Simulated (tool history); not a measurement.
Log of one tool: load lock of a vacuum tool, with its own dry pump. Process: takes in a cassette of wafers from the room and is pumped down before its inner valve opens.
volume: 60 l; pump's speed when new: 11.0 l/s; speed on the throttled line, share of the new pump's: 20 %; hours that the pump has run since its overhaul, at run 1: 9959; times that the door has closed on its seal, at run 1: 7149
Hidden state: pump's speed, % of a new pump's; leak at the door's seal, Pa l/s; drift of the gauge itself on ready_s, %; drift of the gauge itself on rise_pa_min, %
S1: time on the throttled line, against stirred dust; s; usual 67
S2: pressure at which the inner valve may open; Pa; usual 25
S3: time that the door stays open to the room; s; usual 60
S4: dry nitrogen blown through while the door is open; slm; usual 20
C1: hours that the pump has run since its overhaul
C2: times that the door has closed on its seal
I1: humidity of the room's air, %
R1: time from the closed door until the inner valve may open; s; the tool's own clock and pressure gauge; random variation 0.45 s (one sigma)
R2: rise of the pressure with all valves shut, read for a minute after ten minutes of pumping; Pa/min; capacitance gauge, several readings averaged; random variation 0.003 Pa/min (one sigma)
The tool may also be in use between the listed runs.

Run 1, day 0: usual settings; C1 9959; C2 7149; I1 44.4. Result: R1 101.3 s, R2 0.046 Pa/min.
Run 2, day 3.446: usual settings; C1 10041; C2 7371; I1 42.5. Result: R1 101.6 s, R2 0.044 Pa/min.
Run 3, day 7.258: usual settings; C1 10133; C2 7617; I1 46.5. Result: R1 101.1 s, R2 0.051 Pa/min.
Run 4, day 10.633: usual settings but S1 60 s; C1 10214; C2 7834; I1 42.9. Result: R1 96.3 s, R2 0.053 Pa/min.
Run 5, day 14.929: usual settings but S1 60 s; C1 10317; C2 8112; I1 45.8. Result: R1 96.3 s, R2 0.051 Pa/min.
Run 6, day 17.579: usual settings but S1 60 s; C1 10381; C2 8283; I1 40.6. Result: R1 96.2 s, R2 0.05 Pa/min.
Run 7, day 21.871: usual settings but S1 60 s; C1 10484; C2 8559; I1 46.8. Result: R1 96.3 s, R2 0.054 Pa/min.
Run 8, day 25.088: usual settings but S1 60 s; C1 10561; C2 8767; I1 45.5. Result: R1 95.3 s, R2 0.049 Pa/min.
Run 9, day 28.225: usual settings but S1 83 s; C1 10636; C2 8969; I1 43.7. Result: R1 114.3 s, R2 0.053 Pa/min.
Run 10, day 31.971: usual settings but S1 83 s; C1 10726; C2 9211; I1 45.9. Result: R1 113.7 s, R2 0.057 Pa/min.
Run 11, day 34.988: usual settings but S1 83 s; C1 10798; C2 9405; I1 47.2. Result: R1 114.4 s, R2 0.06 Pa/min.
Run 12, day 38.779: usual settings but S3 147 s; C1 10889; C2 9650; I1 42.4. Result: R1 101 s, R2 0.063 Pa/min.
Run 13, day 40.771: usual settings but S3 147 s; C1 10937; C2 9778; I1 43.9. Result: R1 101.2 s, R2 0.067 Pa/min.
Run 14, day 44.467: usual settings but S3 147 s; C1 11026; C2 10017; I1 45.1. Result: R1 101.1 s, R2 0.066 Pa/min.
Run 15, day 48.454: usual settings but S3 147 s; C1 11122; C2 10274; I1 44.1. Result: R1 101.7 s, R2 0.068 Pa/min.
Run 16, day 52.696: usual settings but S3 147 s; C1 11223; C2 10547; I1 43.7. Result: R1 101.8 s, R2 0.064 Pa/min.
Run 17, day 55.45: usual settings but S3 167 s; C1 11290; C2 10725; I1 43.4. Result: R1 101.6 s, R2 0.068 Pa/min.
Run 18, day 59.071: usual settings but S3 167 s; C1 11376; C2 10959; I1 44.2. Result: R1 101.6 s, R2 0.072 Pa/min.
Run 19, day 61.95: usual settings; C1 11445; C2 11144; I1 46.2. Result: R1 101.5 s, R2 0.058 Pa/min.
Run 20, day 64.375: usual settings; C1 11504; C2 11301; I1 45.1. Result: R1 102.3 s, R2 0.064 Pa/min.
Run 21, day 67.488: usual settings but S2 19 Pa, S4 21 slm; C1 11578; C2 11501; I1 43.8. Result: R1 102.6 s, R2 0.062 Pa/min.
Run 22, day 71.033: usual settings but S2 19 Pa, S4 21 slm; C1 11663; C2 11730; I1 45.9. Result: R1 103.2 s, R2 0.062 Pa/min.
Run 23, day 73.058: usual settings but S2 19 Pa, S4 21 slm; C1 11712; C2 11861; I1 44.4. Result: R1 103.8 s, R2 0.052 Pa/min.
Run 24, day 75.875: usual settings but S2 19 Pa, S4 21 slm; C1 11780; C2 12042; I1 48. Result: R1 103.6 s, R2 0.068 Pa/min.
Run 25, day 78.829: usual settings but S1 57 s; C1 11851; C2 12233; I1 50.5. Result: R1 93.7 s, R2 0.067 Pa/min.
Run 26, day 82.4: usual settings but S1 38 s, S2 26 Pa, S4 27 slm; C1 11936; C2 12463; I1 42.3. Result: R1 78.7 s, R2 0.062 Pa/min.
Run 27, day 87.042: usual settings but S1 38 s, S2 26 Pa, S4 27 slm; C1 12048; C2 12763; I1 47.5. Result: R1 79.4 s, R2 0.066 Pa/min.
Run 28, day 90.638: usual settings but S1 119 s, S4 11 slm; C1 12134; C2 12995; I1 43.5. Result: R1 142.9 s, R2 0.078 Pa/min.
Run 29, day 94.354: usual settings but S1 55 s, S2 35 Pa, S3 206 s, S4 36 slm; C1 12223; C2 13234; I1 42. Result: R1 90.3 s, R2 0.065 Pa/min.
Run 30, day 98.079: usual settings but S1 104 s, S2 35 Pa, S3 206 s, S4 36 slm; C1 12313; C2 13475; I1 47.9. Result: R1 129 s, R2 0.075 Pa/min.
Run 31, day 102.788: usual settings but S1 60 s, S2 23 Pa, S3 26 s, S4 8 slm; C1 12426; C2 13778; I1 42.6. Result: R1 96.9 s, R2 0.074 Pa/min.
Run 32, day 105.025: usual settings but S1 60 s, S2 23 Pa, S3 26 s, S4 8 slm; C1 12479; C2 13922; I1 47.7. Result: R1 97.8 s, R2 0.078 Pa/min.
Run 33, day 109.85: usual settings but S1 60 s, S2 23 Pa, S3 26 s, S4 8 slm; C1 12595; C2 14234; I1 42.9. Result: R1 97.4 s, R2 0.073 Pa/min.
Run 34, day 114.321: usual settings but S1 66 s, S2 23 Pa, S3 26 s, S4 8 slm; C1 12702; C2 14522; I1 47.1. Result: R1 102.3 s, R2 0.08 Pa/min.
Run 35, day 118.579: usual settings but S1 66 s, S2 23 Pa, S3 26 s, S4 8 slm; C1 12805; C2 14797; I1 46.7. Result: R1 102 s, R2 0.083 Pa/min.
Run 36, day 121.046: usual settings but S3 83 s; C1 12864; C2 14956; I1 43.8. Result: R1 102.7 s, R2 0.085 Pa/min.
Run 37, day 125.579: usual settings but S3 83 s; C1 12973; C2 15248; I1 43.6. Result: R1 101.4 s, R2 0.081 Pa/min.
Run 38, day 130.367: usual settings but S2 48 Pa, S3 83 s, S4 15 slm; C1 13087; C2 15557; I1 45.1. Result: R1 98.4 s, R2 0.088 Pa/min.

Some steps in R1 between neighbouring runs. How much of each would the tool show without its hidden state too (settings, what came in, random variation), and how much is left for the hidden state, with any gauge scatter that isn't in both results?
Run 27 -> 28: S1 38 -> 119, S2 26 -> 25, S4 27 -> 11. R1 +63.5 s: hidden state -1.5, all else +65.
Run 28 -> 29: S1 119 -> 55, S2 25 -> 35, S3 60 -> 206, S4 11 -> 36. R1 -52.6 s: hidden state +1.1, all else -53.7.
Run 29 -> 30: S1 55 -> 104. R1 +38.7 s: hidden state -0.9, all else +39.6.
Run 30 -> 31: S1 104 -> 60, S2 35 -> 23, S3 206 -> 26, S4 36 -> 8. R1 -32.1 s: hidden state +1.1, all else -33.2.

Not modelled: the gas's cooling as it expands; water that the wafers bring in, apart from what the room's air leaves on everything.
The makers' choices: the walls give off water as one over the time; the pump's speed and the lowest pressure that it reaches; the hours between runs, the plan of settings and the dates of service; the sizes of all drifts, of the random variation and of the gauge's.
